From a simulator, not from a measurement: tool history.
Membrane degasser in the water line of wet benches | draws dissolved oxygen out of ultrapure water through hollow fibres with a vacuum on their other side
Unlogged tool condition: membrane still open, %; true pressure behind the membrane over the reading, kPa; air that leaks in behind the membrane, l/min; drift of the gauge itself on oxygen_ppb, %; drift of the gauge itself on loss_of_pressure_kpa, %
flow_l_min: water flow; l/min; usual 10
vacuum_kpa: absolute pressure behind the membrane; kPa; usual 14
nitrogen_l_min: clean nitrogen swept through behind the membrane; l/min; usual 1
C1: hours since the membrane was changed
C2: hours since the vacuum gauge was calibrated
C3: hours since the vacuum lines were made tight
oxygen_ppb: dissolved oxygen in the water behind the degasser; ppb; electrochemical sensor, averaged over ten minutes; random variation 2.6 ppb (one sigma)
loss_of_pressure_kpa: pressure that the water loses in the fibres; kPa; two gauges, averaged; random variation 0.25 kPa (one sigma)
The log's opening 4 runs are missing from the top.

{"run": 5, "hour": 1004.9, "flow_l_min": 10, "vacuum_kpa": 29.3, "nitrogen_l_min": 1, "C1": 1906, "C2": 2338, "C3": 10147, "oxygen_ppb": 712.1, "loss_of_pressure_kpa": 67.49}
{"run": 6, "hour": 1183.3, "flow_l_min": 10, "vacuum_kpa": 29.3, "nitrogen_l_min": 1, "C1": 2084, "C2": 2517, "C3": 10326, "oxygen_ppb": 718.8, "loss_of_pressure_kpa": 67.36}
{"run": 7, "hour": 1439.2, "flow_l_min": 10, "vacuum_kpa": 14, "nitrogen_l_min": 1, "C1": 2340, "C2": 2773, "C3": 10582, "oxygen_ppb": 386.5, "loss_of_pressure_kpa": 67.18}
{"run": 8, "hour": 1643.8, "flow_l_min": 10, "vacuum_kpa": 14, "nitrogen_l_min": 1, "C1": 2545, "C2": 2977, "C3": 10786, "oxygen_ppb": 383.7, "loss_of_pressure_kpa": 67.59}
{"run": 9, "hour": 1958.4, "flow_l_min": 10, "vacuum_kpa": 14, "nitrogen_l_min": 0.45, "C1": 2859, "C2": 3292, "C3": 11101, "oxygen_ppb": 632.6, "loss_of_pressure_kpa": 67.59}
{"run": 10, "hour": 2113.1, "flow_l_min": 10, "vacuum_kpa": 11.5, "nitrogen_l_min": 0.45, "C1": 3014, "C2": 3446, "C3": 11255, "oxygen_ppb": 529, "loss_of_pressure_kpa": 67.17}
{"run": 11, "hour": 2248.2, "flow_l_min": 10, "vacuum_kpa": 14, "nitrogen_l_min": 0.65, "C1": 3149, "C2": 3582, "C3": 11391, "oxygen_ppb": 504.8, "loss_of_pressure_kpa": 67.85}
{"run": 12, "hour": 2500.3, "flow_l_min": 10, "vacuum_kpa": 14, "nitrogen_l_min": 2.98, "C1": 3401, "C2": 3834, "C3": 11643, "oxygen_ppb": 230.9, "loss_of_pressure_kpa": 67.72}
{"run": 13, "hour": 2641.3, "flow_l_min": 10, "vacuum_kpa": 14, "nitrogen_l_min": 2.27, "C1": 3542, "C2": 3975, "C3": 11784, "oxygen_ppb": 255.3, "loss_of_pressure_kpa": 67.76}
{"run": 14, "hour": 2788.1, "flow_l_min": 10, "vacuum_kpa": 14, "nitrogen_l_min": 2.27, "C1": 3689, "C2": 4121, "C3": 11930, "oxygen_ppb": 255.1, "loss_of_pressure_kpa": 67.71}
{"run": 15, "hour": 3024.0, "flow_l_min": 10, "vacuum_kpa": 14, "nitrogen_l_min": 2.27, "C1": 3925, "C2": 4357, "C3": 12166, "oxygen_ppb": 258.4, "loss_of_pressure_kpa": 67.46}
{"hour": 3167.4, "done": "seals of the vacuum lines changed"}
{"run": 16, "hour": 3232.8, "flow_l_min": 10, "vacuum_kpa": 14, "nitrogen_l_min": 2.27, "C1": 4132, "C2": 4564, "C3": 65, "oxygen_ppb": 256.2, "loss_of_pressure_kpa": 67.37}
{"run": 17, "hour": 3486.7, "flow_l_min": 9, "vacuum_kpa": 24.6, "nitrogen_l_min": 1.13, "C1": 4386, "C2": 4818, "C3": 319, "oxygen_ppb": 494.8, "loss_of_pressure_kpa": 60.99}
{"run": 18, "hour": 3809.8, "flow_l_min": 9, "vacuum_kpa": 22, "nitrogen_l_min": 0.45, "C1": 4709, "C2": 5141, "C3": 642, "oxygen_ppb": 870.1, "loss_of_pressure_kpa": 60.98}
{"hour": 3832.7, "done": "vacuum gauge calibrated"}
{"run": 19, "hour": 3973.6, "flow_l_min": 9, "vacuum_kpa": 22, "nitrogen_l_min": 0.45, "C1": 4872, "C2": 141, "C3": 806, "oxygen_ppb": 881.4, "loss_of_pressure_kpa": 61.52}
{"run": 20, "hour": 4135.5, "flow_l_min": 12, "vacuum_kpa": 29.5, "nitrogen_l_min": 0.45, "C1": 5034, "C2": 303, "C3": 968, "oxygen_ppb": 1472, "loss_of_pressure_kpa": 81.3}
{"run": 21, "hour": 4283.4, "flow_l_min": 7, "vacuum_kpa": 33.1, "nitrogen_l_min": 1.87, "C1": 5182, "C2": 451, "C3": 1115, "oxygen_ppb": 332.7, "loss_of_pressure_kpa": 47.72}
{"run": 22, "hour": 4531.7, "flow_l_min": 7, "vacuum_kpa": 33.1, "nitrogen_l_min": 1.87, "C1": 5430, "C2": 699, "C3": 1364, "oxygen_ppb": 335, "loss_of_pressure_kpa": 47.57}
{"run": 23, "hour": 4813.6, "flow_l_min": 7, "vacuum_kpa": 10, "nitrogen_l_min": 1.87, "C1": 5712, "C2": 981, "C3": 1646, "oxygen_ppb": 132, "loss_of_pressure_kpa": 47.98}
{"run": 24, "hour": 5011.0, "flow_l_min": 8, "vacuum_kpa": 27, "nitrogen_l_min": 0.55, "C1": 5909, "C2": 1178, "C3": 1843, "oxygen_ppb": 814.4, "loss_of_pressure_kpa": 54.67}
{"hour": 5131.5, "done": "vacuum gauge calibrated, once more"}
{"run": 25, "hour": 5153.7, "flow_l_min": 13, "vacuum_kpa": 16.3, "nitrogen_l_min": 1.66, "C1": 6052, "C2": 22, "C3": 1985, "oxygen_ppb": 464.1, "loss_of_pressure_kpa": 89.16}
{"run": 26, "hour": 5420.5, "flow_l_min": 13, "vacuum_kpa": 16.3, "nitrogen_l_min": 1.66, "C1": 6318, "C2": 289, "C3": 2252, "oxygen_ppb": 462.9, "loss_of_pressure_kpa": 88.91}
{"run": 27, "hour": 5603.5, "flow_l_min": 10, "vacuum_kpa": 11.5, "nitrogen_l_min": 0.68, "C1": 6501, "C2": 472, "C3": 2435, "oxygen_ppb": 413.9, "loss_of_pressure_kpa": 67.88}
{"run": 28, "hour": 5834.9, "flow_l_min": 10, "vacuum_kpa": 11.5, "nitrogen_l_min": 0.68, "C1": 6733, "C2": 703, "C3": 2666, "oxygen_ppb": 415.9, "loss_of_pressure_kpa": 68.75}
{"run": 29, "hour": 6109.6, "flow_l_min": 10, "vacuum_kpa": 8.6, "nitrogen_l_min": 1.74, "C1": 7008, "C2": 978, "C3": 2941, "oxygen_ppb": 221.8, "loss_of_pressure_kpa": 68.12}

Run 30 comes next. What will it give?
{"run": 30, "hour": 6337.4, "flow_l_min": 6, "vacuum_kpa": 14, "nitrogen_l_min": 0.44, "C1": 7235, "C2": 1206, "C3": 3169, "oxygen_ppb": "?", "loss_of_pressure_kpa": "?"}

oxygen_ppb: 381.2 ppb
loss_of_pressure_kpa: 41.25 kPa
With no hidden state in the tool, this same run would have given oxygen_ppb 371 ppb, loss_of_pressure_kpa 40.46 kPa.
